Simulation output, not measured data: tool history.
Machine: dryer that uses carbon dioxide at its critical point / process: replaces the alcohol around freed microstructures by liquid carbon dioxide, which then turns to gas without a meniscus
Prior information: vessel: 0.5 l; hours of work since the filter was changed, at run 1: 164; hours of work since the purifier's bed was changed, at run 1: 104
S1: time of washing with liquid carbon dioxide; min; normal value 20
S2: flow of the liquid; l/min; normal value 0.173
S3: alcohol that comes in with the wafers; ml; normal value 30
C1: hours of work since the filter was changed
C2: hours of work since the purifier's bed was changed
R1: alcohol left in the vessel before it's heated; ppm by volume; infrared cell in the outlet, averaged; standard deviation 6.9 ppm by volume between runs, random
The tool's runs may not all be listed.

run   hour  S1     S2   S3   C1   C2    R1
  1    0.0  20  0.173   30  164  104   486
  2    6.0  20  0.173   30  169  108   467
  3   14.6  20  0.173   30  175  115   484
  4   20.4  20  0.173   30  179  119   489
  5   30.2  20  0.173   30  187  127   504
  6   34.5  20  0.173   30  190  130   516
  7   43.0  20  0.173   30  196  136   505
  8   48.7  20  0.173   30  201  141   519
  9   56.9  20  0.173   29  207  147   519
 10   64.8  20  0.173   29  213  153   516
 11   74.2  17  0.118   29  220  160  3956
 12   81.4  20  0.198   72  225  165   594
 13   89.4  15  0.175   71  231  171  3875
 14   98.2  19  0.280   78  238  178   120
 15  105.5  19  0.280   78  243  183   122
 16  114.5  26  0.203   78  250  190   150
 17  120.6  26  0.203   78  255  195   150
 18  126.2  25  0.263   90  259  199    69
 19  132.0  13  0.263  116  263  203  2007
 20  138.1  13  0.263  116  268  208  2010

For some of the steps in R1 from one run to the next: how much would appear even if the tool had no hidden state, given the settings, what came in and random variation, and how much remains for the hidden state plus any gauge scatter that the measured result and the result without hidden state don't share?
Unlogged tool condition in this case: flow that reaches the vessel past the clogged filter, %; alcohol in the recycled carbon dioxide, ppm; drift of the gauge itself on alcohol_ppm, %.
Run 10 -> 11: S1 20 -> 17, S2 0.173 -> 0.118. R1 +3440 ppm by volume: hidden state +757, all else +2683.
Run 12 -> 13: S1 20 -> 15, S2 0.198 -> 0.175, S3 72 -> 71. R1 +3281 ppm by volume: hidden state +988, all else +2293.
Run 13 -> 14: S1 15 -> 19, S2 0.175 -> 0.280, S3 71 -> 78. R1 -3755 ppm by volume: hidden state -1182, all else -2573.
